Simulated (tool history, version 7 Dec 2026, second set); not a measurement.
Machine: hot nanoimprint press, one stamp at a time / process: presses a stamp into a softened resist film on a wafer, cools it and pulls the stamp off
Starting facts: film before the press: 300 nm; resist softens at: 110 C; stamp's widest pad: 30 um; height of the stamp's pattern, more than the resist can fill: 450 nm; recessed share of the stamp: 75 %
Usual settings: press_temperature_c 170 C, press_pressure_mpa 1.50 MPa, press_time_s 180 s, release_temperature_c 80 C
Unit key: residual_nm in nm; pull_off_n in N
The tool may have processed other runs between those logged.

run,hour,press_temperature_c,press_pressure_mpa,press_time_s,release_temperature_c,residual_nm,pull_off_n
1,0.0,170,1.50,180,80,105.5,107
2,58.5,170,1.50,281,80,85.0,112
3,138.7,170,1.50,281,80,84.3,119
4,208.5,170,1.50,281,80,83.4,118
5,268.1,170,1.50,180,80,99.4,118
6,348.4,170,1.50,180,80,99.5,123
7,399.0,170,1.50,180,80,98.5,124
8,441.9,170,1.50,180,85,97.2,123
9,485.3,170,0.93,180,80,122.8,132
# hour 493.8: plate thermocouple calibrated
# hour 510.2: stamp cleaned and given a new release coat
10,543.8,170,0.93,180,80,137.2,100
11,594.6,170,0.93,180,80,137.8,102
12,679.3,170,0.93,180,80,136.6,108
13,771.2,167,1.50,180,80,134.4,109
# hour 805.5: press's hydraulic seals changed and the load cell set to zero
14,833.4,167,1.50,180,80,130.4,115
15,917.2,167,1.50,180,80,129.8,119
16,970.2,167,1.50,180,68,131.5,147
17,1027.4,166,2.28,180,80,113.6,122
18,1093.4,162,1.12,298,83,165.3,114
19,1136.9,162,1.12,298,83,164.9,121
20,1191.3,170,1.50,180,78,99.5,137
# hour 1226.7: stamp cleaned and given a new release coat
21,1242.8,170,1.17,177,71,112.6,110
22,1331.3,170,1.17,177,71,112.2,112
23,1377.7,170,1.17,177,71,112.5,120
24,1425.2,166,1.15,293,78,121.3,111
25,1500.5,166,1.15,293,78,119.9,115
# hour 1538.8: plate thermocouple calibrated
26,1589.9,166,1.15,161,76,166.5,126
27,1646.1,177,0.94,161,74,91.5,133
28,1711.0,169,1.42,205,80,113.3,123
29,1753.0,177,1.17,96,83,99.5,116

Here are 3 independent what-if runs from the current tool condition. What would each one return?
A,1844.0,170,1.50,96,78,?,?
B,1844.0,163,1.59,223,80,?,?
C,1844.0,170,1.50,180,71,?,?

run,residual_nm,pull_off_n
A,136.1,134
B,155.1,126
C,106.4,147
With no hidden state in the tool, these same runs would have given:
run,residual_nm,pull_off_n
A,140.6,102
B,160.7,96
C,110.3,112
